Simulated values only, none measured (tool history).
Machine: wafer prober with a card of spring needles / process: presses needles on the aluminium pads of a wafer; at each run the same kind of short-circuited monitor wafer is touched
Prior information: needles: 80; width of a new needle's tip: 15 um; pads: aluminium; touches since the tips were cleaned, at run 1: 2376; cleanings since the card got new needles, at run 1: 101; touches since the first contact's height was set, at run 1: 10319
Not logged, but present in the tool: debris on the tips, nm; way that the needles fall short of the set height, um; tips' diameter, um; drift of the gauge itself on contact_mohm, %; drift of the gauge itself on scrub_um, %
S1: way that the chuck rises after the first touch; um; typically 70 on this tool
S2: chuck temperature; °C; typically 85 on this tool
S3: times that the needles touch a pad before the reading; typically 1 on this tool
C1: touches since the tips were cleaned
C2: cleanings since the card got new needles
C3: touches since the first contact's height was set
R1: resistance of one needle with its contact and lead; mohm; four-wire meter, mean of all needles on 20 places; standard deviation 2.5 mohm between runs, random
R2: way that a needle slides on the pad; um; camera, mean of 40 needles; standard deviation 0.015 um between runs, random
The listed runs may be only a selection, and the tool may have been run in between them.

run   hour  S1  S2  S3    C1   C2     C3   R1     R2
  1    0.0  70  85   1  2376  101  10319  289  13.85
      12.3  -- tips cleaned on abrasive film
      31.5  -- tips cleaned on abrasive film
      50.2  -- tips cleaned on abrasive film
  2   58.4  70  85   1  2498  104  28192  281  13.86
      71.1  -- tips cleaned on abrasive film
      91.6  -- tips cleaned on abrasive film
  3  103.9  70  85   1  3783  106  42140  282  13.87
     112.0  -- tips cleaned on abrasive film
     129.9  -- tips cleaned on abrasive film
     148.6  -- tips cleaned on abrasive film
  4  154.6  70  85   1  1831  109  57651  283  13.86
     168.2  -- tips cleaned on abrasive film
     188.4  -- tips cleaned on abrasive film
  5  199.5  62  85   1  3393  111  71410  284  12.28
     206.1  -- tips cleaned on abrasive film
     223.4  -- tips cleaned on abrasive film
  6  223.4  53  85   1     0  113  78727  285  10.51
     238.8  -- height of the first contact set anew
     243.2  -- tips cleaned on abrasive film
     262.7  -- tips cleaned on abrasive film
  7  271.5  82  85   1  2721  115  10017  282  16.26
     282.0  -- tips cleaned on abrasive film
     299.7  -- tips cleaned on abrasive film
     317.2  -- tips cleaned on abrasive film
  8  321.1  70  85   1  1185  118  25186  281  13.86
     338.2  -- tips cleaned on abrasive film
  9  352.7  70  85   1  4463  119  34874  287  13.88
     359.7  -- tips cleaned on abrasive film
     380.7  -- tips cleaned on abrasive film
 10  390.0  70  36   1  2865  121  46316  269  13.87
     398.5  -- tips cleaned on abrasive film
     416.7  -- tips cleaned on abrasive film
     434.3  -- tips cleaned on abrasive film
 11  434.3  70  47   1     0  124  59845  272  13.89
     452.6  -- tips cleaned on abrasive film
 12  463.4  70  47   2  3344  125  68784  269  13.86
     471.3  -- tips cleaned on abrasive film
     488.6  -- tips cleaned on abrasive film
     507.3  -- tips cleaned on abrasive film
     511.9  -- height of the first contact set anew
 13  514.8  78  36   2  2205  128    880  269  15.45
     525.5  -- tips cleaned on abrasive film
     543.6  -- tips cleaned on abrasive film
     561.8  -- tips cleaned on abrasive film
 14  563.8  61  36   3   632  131  15889  270  12.08
     579.7  -- tips cleaned on abrasive film
 15  590.7  70  95   1  3406  132  24138  285  13.86
     597.6  -- tips cleaned on abrasive film
     617.8  -- tips cleaned on abrasive film
     635.4  -- tips cleaned on abrasive film
 16  643.8  70  95   1  2593  135  40394  285  13.87
     656.8  -- tips cleaned on abrasive film
     675.9  -- tips cleaned on abrasive film
 17  686.2  89  28   2  3164  137  53381  265  17.64
     694.0  -- tips cleaned on abrasive film
     712.2  -- tips cleaned on abrasive film
     731.5  -- tips cleaned on abrasive film
 18  732.9  63  68   3   428  140  67661  275  12.48
     752.9  -- tips cleaned on abrasive film
     773.2  -- tips cleaned on abrasive film
     781.0  -- height of the first contact set anew
 19  781.0  63  68   3  2328  142      0  273  12.48
     792.3  -- tips cleaned on abrasive film
     813.7  -- tips cleaned on abrasive film
 20  820.9  63  68   3  2213  144  12201  279  12.45
     832.2  -- tips cleaned on abrasive film
 21  847.6  78  98   3  4722  145  20387  282  15.44
     852.0  -- tips cleaned on abrasive film
     870.8  -- tips cleaned on abrasive film
     890.5  -- tips cleaned on abrasive film
 22  893.5  81  85   2   931  148  34438  284  16.03
     909.6  -- tips cleaned on abrasive film
     927.7  -- tips cleaned on abrasive film
 23  943.0  81  85   2  4722  150  49616  280  16.05

5 ways to go on from here, each from the tool as it stands after run 23. What would each give?
     946.6  -- tips cleaned on abrasive film
     966.3  -- tips cleaned on abrasive film
     984.3  -- tips cleaned on abrasive film
  A  998.2  63   68   1  4259  153  66508   ?   ?
     946.6  -- tips cleaned on abrasive film
     966.3  -- tips cleaned on abrasive film
     984.3  -- tips cleaned on abrasive film
  B  998.2  68   85   1  4259  153  66508   ?   ?
     946.6  -- tips cleaned on abrasive film
     966.3  -- tips cleaned on abrasive film
     984.3  -- tips cleaned on abrasive film
  C  998.2  53  105   1  4259  153  66508   ?   ?
     946.6  -- tips cleaned on abrasive film
     966.3  -- tips cleaned on abrasive film
     984.3  -- tips cleaned on abrasive film
  D  998.2  85  113   2  4259  153  66508   ?   ?
     946.6  -- tips cleaned on abrasive film
     966.3  -- tips cleaned on abrasive film
     984.3  -- tips cleaned on abrasive film
  E  998.2  70   85   2  4259  153  66508   ?   ?

run   R1     R2
  A  283  12.47
  B  284  13.49
  C  292  10.50
  D  291  16.84
  E  280  13.87
What these runs would have given with no unlogged condition in the tool:
run   R1     R2
  A  282  12.47
  B  283  13.49
  C  291  10.50
  D  290  16.84
  E  280  13.88
